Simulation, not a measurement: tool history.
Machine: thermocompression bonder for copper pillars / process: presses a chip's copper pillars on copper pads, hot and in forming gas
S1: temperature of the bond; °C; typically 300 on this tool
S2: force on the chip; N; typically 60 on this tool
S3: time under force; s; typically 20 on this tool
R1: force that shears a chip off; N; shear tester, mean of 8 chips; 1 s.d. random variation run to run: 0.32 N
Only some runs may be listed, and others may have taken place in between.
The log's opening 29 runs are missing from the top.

| run | hour | S1 | S2 | S3 | R1 |
|---|---|---|---|---|---|
| 30 | 662.4 | 298 | 38 | 30 | 41.9 |
| 31 | 688.9 | 286 | 57 | 20 | 44.3 |
| 32 | 709.4 | 288 | 85 | 34 | 65.2 |
| 33 | 727.5 | 328 | 39 | 27 | 53.5 |
| 34 | 759.6 | 300 | 55 | 20 | 49.3 |
| 35 | 778.5 | 283 | 60 | 32 | 51.5 |
| 36 | 803.6 | 304 | 67 | 19 | 56.8 |
| 37 | 837.2 | 329 | 60 | 20 | 63.7 |
| 38 | 856.8 | 282 | 68 | 14 | 43.6 |

Predict each of these 4 candidate next runs independently; none follows another, all start after run 38:
| A | 885.4 | 314 | 62 | 34 | ? |
| B | 885.4 | 300 | 60 | 20 | ? |
| C | 885.4 | 325 | 68 | 14 | ? |
| D | 885.4 | 278 | 64 | 39 | ? |

| run | R1 |
|---|---|
| A | 65.6 |
| B | 52.0 |
| C | 61.6 |
| D | 54.1 |
With no hidden state in the tool, these same runs would have given:
| run | R1 |
|---|---|
| A | 65.5 |
| B | 52.0 |
| C | 61.6 |
| D | 54.1 |
